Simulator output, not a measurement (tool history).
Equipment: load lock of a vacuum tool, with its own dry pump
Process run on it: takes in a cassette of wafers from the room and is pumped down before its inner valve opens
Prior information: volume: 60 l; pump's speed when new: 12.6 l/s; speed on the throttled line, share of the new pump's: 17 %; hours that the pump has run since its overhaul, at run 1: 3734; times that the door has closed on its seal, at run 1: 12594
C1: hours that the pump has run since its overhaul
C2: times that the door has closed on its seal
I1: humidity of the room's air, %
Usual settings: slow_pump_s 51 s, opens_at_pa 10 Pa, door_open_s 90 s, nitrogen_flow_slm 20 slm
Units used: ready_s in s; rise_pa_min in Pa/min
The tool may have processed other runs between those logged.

{"run": 1, "day": 0.0, "slow_pump_s": 51, "opens_at_pa": 10, "door_open_s": 90, "nitrogen_flow_slm": 20, "C1": 3734, "C2": 12594, "I1": 47.6, "ready_s": 88.0, "rise_pa_min": 0.15}
{"run": 2, "day": 14.558, "slow_pump_s": 51, "opens_at_pa": 10, "door_open_s": 90, "nitrogen_flow_slm": 20, "C1": 4083, "C2": 14311, "I1": 46.7, "ready_s": 87.5, "rise_pa_min": 0.166}
{"run": 3, "day": 22.192, "slow_pump_s": 51, "opens_at_pa": 10, "door_open_s": 26, "nitrogen_flow_slm": 20, "C1": 4266, "C2": 15210, "I1": 46.3, "ready_s": 88.6, "rise_pa_min": 0.146}
{"run": 4, "day": 28.95, "slow_pump_s": 51, "opens_at_pa": 10, "door_open_s": 26, "nitrogen_flow_slm": 20, "C1": 4428, "C2": 16007, "I1": 43.5, "ready_s": 87.4, "rise_pa_min": 0.157}
{"run": 5, "day": 38.271, "slow_pump_s": 51, "opens_at_pa": 17, "door_open_s": 26, "nitrogen_flow_slm": 20, "C1": 4652, "C2": 17106, "I1": 43.4, "ready_s": 85.2, "rise_pa_min": 0.164}
{"run": 6, "day": 49.612, "slow_pump_s": 51, "opens_at_pa": 17, "door_open_s": 26, "nitrogen_flow_slm": 20, "C1": 4924, "C2": 18443, "I1": 44.0, "ready_s": 84.9, "rise_pa_min": 0.177}
{"run": 7, "day": 56.375, "slow_pump_s": 51, "opens_at_pa": 7, "door_open_s": 90, "nitrogen_flow_slm": 20, "C1": 5087, "C2": 19240, "I1": 48.1, "ready_s": 90.9, "rise_pa_min": 0.217}
{"run": 8, "day": 69.108, "slow_pump_s": 51, "opens_at_pa": 10, "door_open_s": 117, "nitrogen_flow_slm": 20, "C1": 5392, "C2": 20741, "I1": 42.6, "ready_s": 88.2, "rise_pa_min": 0.238}
{"run": 9, "day": 83.962, "slow_pump_s": 51, "opens_at_pa": 10, "door_open_s": 117, "nitrogen_flow_slm": 20, "C1": 5749, "C2": 22493, "I1": 45.1, "ready_s": 88.2, "rise_pa_min": 0.262}
{"run": 10, "day": 96.679, "slow_pump_s": 51, "opens_at_pa": 10, "door_open_s": 117, "nitrogen_flow_slm": 20, "C1": 6054, "C2": 23992, "I1": 43.9, "ready_s": 88.2, "rise_pa_min": 0.281}
{"run": 11, "day": 112.375, "slow_pump_s": 51, "opens_at_pa": 10, "door_open_s": 117, "nitrogen_flow_slm": 20, "C1": 6431, "C2": 25843, "I1": 42.0, "ready_s": 88.2, "rise_pa_min": 0.303}
{"run": 12, "day": 126.388, "slow_pump_s": 51, "opens_at_pa": 10, "door_open_s": 90, "nitrogen_flow_slm": 20, "C1": 6767, "C2": 27494, "I1": 45.4, "ready_s": 88.2, "rise_pa_min": 0.329}
{"run": 13, "day": 133.138, "slow_pump_s": 51, "opens_at_pa": 10, "door_open_s": 90, "nitrogen_flow_slm": 20, "C1": 6929, "C2": 28290, "I1": 44.5, "ready_s": 89.2, "rise_pa_min": 0.343}
{"run": 14, "day": 142.817, "slow_pump_s": 51, "opens_at_pa": 10, "door_open_s": 90, "nitrogen_flow_slm": 20, "C1": 7161, "C2": 29431, "I1": 45.4, "ready_s": 89.3, "rise_pa_min": 0.367}
{"run": 15, "day": 154.492, "slow_pump_s": 51, "opens_at_pa": 10, "door_open_s": 90, "nitrogen_flow_slm": 20, "C1": 7441, "C2": 30808, "I1": 45.9, "ready_s": 88.9, "rise_pa_min": 0.393}
{"run": 16, "day": 165.288, "slow_pump_s": 64, "opens_at_pa": 10, "door_open_s": 90, "nitrogen_flow_slm": 20, "C1": 7701, "C2": 32081, "I1": 45.5, "ready_s": 98.8, "rise_pa_min": 0.412}
{"run": 17, "day": 179.379, "slow_pump_s": 64, "opens_at_pa": 10, "door_open_s": 90, "nitrogen_flow_slm": 20, "C1": 8039, "C2": 33742, "I1": 44.0, "ready_s": 98.4, "rise_pa_min": 0.447}
{"run": 18, "day": 189.579, "slow_pump_s": 64, "opens_at_pa": 8, "door_open_s": 90, "nitrogen_flow_slm": 19, "C1": 8284, "C2": 34944, "I1": 44.5, "ready_s": 101.9, "rise_pa_min": 0.467}
{"run": 19, "day": 205.221, "slow_pump_s": 51, "opens_at_pa": 12, "door_open_s": 90, "nitrogen_flow_slm": 8, "C1": 8659, "C2": 36788, "I1": 44.8, "ready_s": 88.7, "rise_pa_min": 0.528}
{"run": 20, "day": 214.933, "slow_pump_s": 51, "opens_at_pa": 12, "door_open_s": 90, "nitrogen_flow_slm": 8, "C1": 8892, "C2": 37933, "I1": 47.4, "ready_s": 88.7, "rise_pa_min": 0.563}
{"run": 21, "day": 224.5, "slow_pump_s": 51, "opens_at_pa": 11, "door_open_s": 90, "nitrogen_flow_slm": 44, "C1": 9122, "C2": 39061, "I1": 46.8, "ready_s": 89.2, "rise_pa_min": 0.537}
{"run": 22, "day": 236.596, "slow_pump_s": 63, "opens_at_pa": 13, "door_open_s": 77, "nitrogen_flow_slm": 19, "C1": 9412, "C2": 40487, "I1": 45.1, "ready_s": 97.6, "rise_pa_min": 0.583}
{"run": 23, "day": 245.562, "slow_pump_s": 63, "opens_at_pa": 13, "door_open_s": 70, "nitrogen_flow_slm": 19, "C1": 9627, "C2": 41545, "I1": 44.6, "ready_s": 98.0, "rise_pa_min": 0.6}
{"run": 24, "day": 253.488, "slow_pump_s": 63, "opens_at_pa": 13, "door_open_s": 70, "nitrogen_flow_slm": 19, "C1": 9817, "C2": 42479, "I1": 43.3, "ready_s": 98.7, "rise_pa_min": 0.619}
{"run": 25, "day": 268.271, "slow_pump_s": 63, "opens_at_pa": 13, "door_open_s": 70, "nitrogen_flow_slm": 19, "C1": 10172, "C2": 44222, "I1": 43.6, "ready_s": 98.6, "rise_pa_min": 0.667}
{"run": 26, "day": 277.212, "slow_pump_s": 63, "opens_at_pa": 13, "door_open_s": 70, "nitrogen_flow_slm": 19, "C1": 10387, "C2": 45276, "I1": 41.6, "ready_s": 98.9, "rise_pa_min": 0.701}
{"day": 282.558, "done": "door's seal changed, seat wiped"}
{"run": 27, "day": 289.812, "slow_pump_s": 37, "opens_at_pa": 13, "door_open_s": 42, "nitrogen_flow_slm": 14, "C1": 10688, "C2": 855, "I1": 42.9, "ready_s": 77.4, "rise_pa_min": 0.026}
{"run": 28, "day": 303.346, "slow_pump_s": 37, "opens_at_pa": 13, "door_open_s": 42, "nitrogen_flow_slm": 14, "C1": 11012, "C2": 2450, "I1": 46.4, "ready_s": 77.3, "rise_pa_min": 0.043}
{"run": 29, "day": 315.012, "slow_pump_s": 37, "opens_at_pa": 13, "door_open_s": 42, "nitrogen_flow_slm": 14, "C1": 11292, "C2": 3826, "I1": 45.1, "ready_s": 78.4, "rise_pa_min": 0.049}
{"run": 30, "day": 329.846, "slow_pump_s": 37, "opens_at_pa": 13, "door_open_s": 42, "nitrogen_flow_slm": 9, "C1": 11648, "C2": 5575, "I1": 46.4, "ready_s": 77.1, "rise_pa_min": 0.07}
{"run": 31, "day": 342.321, "slow_pump_s": 63, "opens_at_pa": 12, "door_open_s": 37, "nitrogen_flow_slm": 20, "C1": 11948, "C2": 7045, "I1": 40.9, "ready_s": 100.0, "rise_pa_min": 0.062}
{"run": 32, "day": 349.192, "slow_pump_s": 45, "opens_at_pa": 12, "door_open_s": 37, "nitrogen_flow_slm": 20, "C1": 12113, "C2": 7855, "I1": 45.7, "ready_s": 84.3, "rise_pa_min": 0.07}
{"run": 33, "day": 358.946, "slow_pump_s": 51, "opens_at_pa": 10, "door_open_s": 190, "nitrogen_flow_slm": 20, "C1": 12347, "C2": 9005, "I1": 43.8, "ready_s": 90.9, "rise_pa_min": 0.124}
{"run": 34, "day": 368.379, "slow_pump_s": 51, "opens_at_pa": 11, "door_open_s": 71, "nitrogen_flow_slm": 20, "C1": 12573, "C2": 10117, "I1": 41.0, "ready_s": 91.5, "rise_pa_min": 0.101}

Measured minus without-hidden-state, run by run (identical run-to-run variation in each term; gauge scatter may differ):
The hidden state here: pump's speed, % of a new pump's; leak at the door's seal, Pa l/s; drift of the gauge itself on ready_s, %; drift of the gauge itself on rise_pa_min, %.
run=1 ready_s=+1.6 rise_pa_min=+0.105
run=2 ready_s=+1.6 rise_pa_min=+0.122
run=3 ready_s=+1.7 rise_pa_min=+0.132
run=4 ready_s=+1.7 rise_pa_min=+0.139
run=5 ready_s=+1.6 rise_pa_min=+0.151
run=6 ready_s=+1.7 rise_pa_min=+0.165
run=7 ready_s=+2.0 rise_pa_min=+0.176
run=8 ready_s=+2.0 rise_pa_min=+0.192
run=9 ready_s=+2.1 rise_pa_min=+0.214
run=10 ready_s=+2.1 rise_pa_min=+0.236
run=11 ready_s=+2.3 rise_pa_min=+0.259
run=12 ready_s=+2.4 rise_pa_min=+0.289
run=13 ready_s=+2.5 rise_pa_min=+0.305
run=14 ready_s=+2.6 rise_pa_min=+0.327
run=15 ready_s=+2.7 rise_pa_min=+0.354
run=16 ready_s=+2.7 rise_pa_min=+0.375
run=17 ready_s=+2.7 rise_pa_min=+0.411
run=18 ready_s=+2.9 rise_pa_min=+0.429
run=19 ready_s=+3.0 rise_pa_min=+0.471
run=20 ready_s=+3.1 rise_pa_min=+0.498
run=21 ready_s=+3.1 rise_pa_min=+0.509
run=22 ready_s=+3.0 rise_pa_min=+0.550
run=23 ready_s=+3.1 rise_pa_min=+0.569
run=24 ready_s=+3.1 rise_pa_min=+0.588
run=25 ready_s=+3.3 rise_pa_min=+0.632
run=26 ready_s=+3.3 rise_pa_min=+0.674
run=27 ready_s=+3.8 rise_pa_min=+0.005
run=28 ready_s=+4.0 rise_pa_min=+0.013
run=29 ready_s=+4.1 rise_pa_min=+0.023
run=30 ready_s=+4.2 rise_pa_min=+0.033
run=31 ready_s=+3.8 rise_pa_min=+0.042
run=32 ready_s=+4.2 rise_pa_min=+0.050
run=33 ready_s=+4.2 rise_pa_min=+0.058
run=34 ready_s=+4.3 rise_pa_min=+0.066
